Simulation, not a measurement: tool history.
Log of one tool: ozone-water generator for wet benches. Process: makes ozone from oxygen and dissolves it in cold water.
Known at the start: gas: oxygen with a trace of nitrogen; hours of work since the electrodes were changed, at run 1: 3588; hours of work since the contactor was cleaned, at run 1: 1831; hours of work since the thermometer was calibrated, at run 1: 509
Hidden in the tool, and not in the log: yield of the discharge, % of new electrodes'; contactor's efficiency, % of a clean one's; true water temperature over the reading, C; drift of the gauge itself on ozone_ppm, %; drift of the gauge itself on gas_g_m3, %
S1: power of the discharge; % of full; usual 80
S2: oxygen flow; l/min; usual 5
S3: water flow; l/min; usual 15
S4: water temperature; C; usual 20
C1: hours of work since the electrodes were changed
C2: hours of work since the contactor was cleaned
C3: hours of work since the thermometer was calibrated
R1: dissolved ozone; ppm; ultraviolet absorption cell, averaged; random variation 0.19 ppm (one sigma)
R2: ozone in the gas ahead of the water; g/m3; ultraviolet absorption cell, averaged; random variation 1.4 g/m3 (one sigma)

{"run": 1, "hour": 0.0, "S1": 80, "S2": 5, "S3": 15, "S4": 20, "C1": 3588, "C2": 1831, "C3": 509, "R1": 22.6, "R2": 232.1}
{"run": 2, "hour": 143.3, "S1": 80, "S2": 5, "S3": 15, "S4": 20, "C1": 3728, "C2": 1971, "C3": 649, "R1": 22.6, "R2": 232.4}
{"run": 3, "hour": 232.2, "S1": 80, "S2": 5, "S3": 15, "S4": 20, "C1": 3815, "C2": 2058, "C3": 736, "R1": 22.4, "R2": 231.9}
{"run": 4, "hour": 427.3, "S1": 80, "S2": 5, "S3": 15, "S4": 20, "C1": 4006, "C2": 2249, "C3": 927, "R1": 22.4, "R2": 228.8}
{"run": 5, "hour": 589.2, "S1": 80, "S2": 5, "S3": 15, "S4": 23, "C1": 4164, "C2": 2407, "C3": 1085, "R1": 20.8, "R2": 225.1}
{"run": 6, "hour": 770.8, "S1": 80, "S2": 5, "S3": 15, "S4": 20, "C1": 4342, "C2": 2585, "C3": 1263, "R1": 22.1, "R2": 225.5}
{"run": 7, "hour": 862.0, "S1": 80, "S2": 5, "S3": 15, "S4": 20, "C1": 4431, "C2": 2674, "C3": 1352, "R1": 21.6, "R2": 226.9}
{"run": 8, "hour": 988.5, "S1": 80, "S2": 5, "S3": 15, "S4": 20, "C1": 4555, "C2": 2798, "C3": 1476, "R1": 21.6, "R2": 223.1}
{"hour": 1048.0, "done": "contactor cleaned"}
{"run": 9, "hour": 1171.3, "S1": 80, "S2": 5, "S3": 15, "S4": 26, "C1": 4729, "C2": 121, "C3": 1650, "R1": 18.8, "R2": 223.2}
{"run": 10, "hour": 1281.3, "S1": 80, "S2": 5, "S3": 18, "S4": 26, "C1": 4837, "C2": 228, "C3": 1758, "R1": 16, "R2": 220.3}
{"run": 11, "hour": 1470.7, "S1": 80, "S2": 5, "S3": 18, "S4": 26, "C1": 5022, "C2": 413, "C3": 1943, "R1": 15.9, "R2": 220.5}
{"run": 12, "hour": 1595.6, "S1": 80, "S2": 5, "S3": 18, "S4": 26, "C1": 5144, "C2": 535, "C3": 2065, "R1": 15.8, "R2": 219.8}
{"run": 13, "hour": 1695.2, "S1": 80, "S2": 5, "S3": 18, "S4": 26, "C1": 5242, "C2": 633, "C3": 2163, "R1": 15.9, "R2": 218.1}
{"run": 14, "hour": 1838.1, "S1": 80, "S2": 5, "S3": 13, "S4": 26, "C1": 5381, "C2": 773, "C3": 2302, "R1": 20.2, "R2": 217.7}
{"hour": 1855.4, "done": "contactor cleaned, once more"}
{"run": 15, "hour": 2031.2, "S1": 80, "S2": 5, "S3": 14, "S4": 20, "C1": 5566, "C2": 172, "C3": 2487, "R1": 22.6, "R2": 213.8}
{"run": 16, "hour": 2130.2, "S1": 80, "S2": 5, "S3": 14, "S4": 20, "C1": 5663, "C2": 269, "C3": 2584, "R1": 22.7, "R2": 217.2}
{"run": 17, "hour": 2233.3, "S1": 80, "S2": 5, "S3": 21, "S4": 20, "C1": 5764, "C2": 369, "C3": 2685, "R1": 15.9, "R2": 212.1}
{"run": 18, "hour": 2363.8, "S1": 94, "S2": 5, "S3": 21, "S4": 14, "C1": 5892, "C2": 497, "C3": 2813, "R1": 19.6, "R2": 238.4}
{"run": 19, "hour": 2482.9, "S1": 94, "S2": 5, "S3": 21, "S4": 14, "C1": 6008, "C2": 614, "C3": 2929, "R1": 19.4, "R2": 240.1}
{"run": 20, "hour": 2583.7, "S1": 62, "S2": 5, "S3": 21, "S4": 21, "C1": 6107, "C2": 712, "C3": 3028, "R1": 12.9, "R2": 173.3}
{"run": 21, "hour": 2766.9, "S1": 62, "S2": 3.87, "S3": 21, "S4": 21, "C1": 6286, "C2": 891, "C3": 3207, "R1": 12.3, "R2": 191.6}
{"run": 22, "hour": 2863.7, "S1": 72, "S2": 5, "S3": 15, "S4": 20, "C1": 6380, "C2": 986, "C3": 3301, "R1": 18.8, "R2": 193.5}
{"run": 23, "hour": 2989.7, "S1": 64, "S2": 2.65, "S3": 15, "S4": 20, "C1": 6504, "C2": 1109, "C3": 3425, "R1": 15.8, "R2": 231.6}
{"run": 24, "hour": 3176.5, "S1": 88, "S2": 3.39, "S3": 14, "S4": 14, "C1": 6686, "C2": 1292, "C3": 3607, "R1": 24.4, "R2": 261.4}
{"run": 25, "hour": 3336.7, "S1": 88, "S2": 3.39, "S3": 14, "S4": 14, "C1": 6843, "C2": 1448, "C3": 3764, "R1": 23.8, "R2": 257.1}
{"run": 26, "hour": 3463.9, "S1": 88, "S2": 3.39, "S3": 14, "S4": 14, "C1": 6967, "C2": 1573, "C3": 3888, "R1": 23.9, "R2": 254.9}
{"run": 27, "hour": 3570.2, "S1": 63, "S2": 4.21, "S3": 15, "S4": 14, "C1": 7071, "C2": 1677, "C3": 3992, "R1": 18.2, "R2": 182}
{"run": 28, "hour": 3716.6, "S1": 65, "S2": 4.21, "S3": 13, "S4": 14, "C1": 7214, "C2": 1820, "C3": 4135, "R1": 20.5, "R2": 187.4}
{"run": 29, "hour": 3810.5, "S1": 80, "S2": 5.9, "S3": 15, "S4": 19, "C1": 7306, "C2": 1912, "C3": 4227, "R1": 20, "R2": 186}

3 ways to go on from here, each from the tool as it stands after run 29. What would each give?
{"hour": 3856.1, "done": "electrodes of the discharge changed"}
{"run": "A", "hour": 3916.4, "S1": 80, "S2": 5, "S3": 18, "S4": 12, "C1": 59, "C2": 2009, "C3": 4325, "R1": "?", "R2": "?"}
{"hour": 3856.1, "done": "electrodes of the discharge changed"}
{"run": "B", "hour": 3916.4, "S1": 54, "S2": 5.9, "S3": 15, "S4": 18, "C1": 59, "C2": 2009, "C3": 4325, "R1": "?", "R2": "?"}
{"hour": 3856.1, "done": "electrodes of the discharge changed"}
{"run": "C", "hour": 3916.4, "S1": 48, "S2": 6.11, "S3": 21, "S4": 19, "C1": 59, "C2": 2009, "C3": 4325, "R1": "?", "R2": "?"}

run=A R1=24.6 R2=263.2
run=B R1=18.6 R2=169.9
run=C R1=12.4 R2=150.1
Without the tool's hidden state the same runs would have given:
run=A R1=25.6 R2=265.2
run=B R1=19.3 R2=170.7
run=C R1=12.9 R2=150.7
